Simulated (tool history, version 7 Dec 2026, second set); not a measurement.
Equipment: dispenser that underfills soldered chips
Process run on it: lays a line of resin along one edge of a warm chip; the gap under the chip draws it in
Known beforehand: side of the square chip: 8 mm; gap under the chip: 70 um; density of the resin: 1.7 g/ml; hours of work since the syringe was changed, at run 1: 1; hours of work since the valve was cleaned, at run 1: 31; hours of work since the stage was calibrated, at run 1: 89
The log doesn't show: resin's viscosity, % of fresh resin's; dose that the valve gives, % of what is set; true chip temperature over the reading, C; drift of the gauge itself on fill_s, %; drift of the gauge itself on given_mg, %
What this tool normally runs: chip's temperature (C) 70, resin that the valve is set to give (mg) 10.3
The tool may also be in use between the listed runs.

| run | day | chip's temperature (C) | resin that the valve is set to give (mg) | hours of work since the syringe was changed | hours of work since the valve was cleaned | hours of work since the stage was calibrated | time until the resin shows at the far edge (s) | resin that the valve gave (mg) |
|---|---|---|---|---|---|---|---|---|
| 1 | 0.000 | 70 | 10.3 | 1 | 31 | 89 | 94.7 | 10.01 |
| 2 | 0.379 | 70 | 13.2 | 7 | 37 | 95 | 136.1 | 12.79 |
|  | 0.483 | new syringe of resin |
| 3 | 0.717 | 71 | 13.2 | 4 | 42 | 101 | 104.4 | 12.77 |
|  | 1.004 | new syringe of resin |
| 4 | 1.004 | 76 | 13.2 | 0 | 47 | 105 | 71.8 | 12.72 |
| 5 | 1.425 | 76 | 13.2 | 7 | 53 | 112 | 113.2 | 12.61 |
|  | 1.529 | new syringe of resin |
| 6 | 1.650 | 70 | 10.3 | 2 | 57 | 115 | 101.5 | 9.82 |
| 7 | 1.888 | 70 | 10.3 | 6 | 61 | 119 | 130.0 | 9.80 |
|  | 2.054 | new syringe of resin |
| 8 | 2.108 | 70 | 10.3 | 1 | 64 | 122 | 94.1 | 9.69 |
| 9 | 2.338 | 70 | 10.3 | 5 | 68 | 126 | 117.1 | 9.84 |
|  | 2.583 | new syringe of resin |
| 10 | 2.729 | 84 | 9.3 | 2 | 74 | 132 | 71.0 | 8.77 |
|  | 3.104 | new syringe of resin |
| 11 | 3.175 | 85 | 13.0 | 1 | 81 | 139 | 58.9 | 12.30 |
| 12 | 3.583 | 84 | 9.5 | 8 | 87 | 146 | 99.4 | 8.87 |
|  | 3.621 | new syringe of resin |
| 13 | 3.842 | 84 | 9.5 | 4 | 91 | 150 | 79.8 | 8.87 |

4 ways to go on from here, each from the tool as it stands after run 13. What would each give?
| A | 4.021 | 75 | 11.1 | 6 | 94 | 153 | ? | ? |
| B | 4.021 | 58 | 9.5 | 6 | 94 | 153 | ? | ? |
| C | 4.021 | 72 | 13.2 | 6 | 94 | 153 | ? | ? |
| D | 4.021 | 74 | 10.3 | 6 | 94 | 153 | ? | ? |

| run | time until the resin shows at the far edge (s) | resin that the valve gave (mg) |
|---|---|---|
| A | 117.1 | 10.23 |
| B | 208.1 | 8.80 |
| C | 124.8 | 12.25 |
| D | 122.8 | 9.44 |
Take away the tool's hidden state, keep each run's random variation, and the runs would have read:
| run | time until the resin shows at the far edge (s) | resin that the valve gave (mg) |
|---|---|---|
| A | 75.3 | 11.05 |
| B | 132.0 | 9.51 |
| C | 81.0 | 13.23 |
| D | 78.4 | 10.20 |
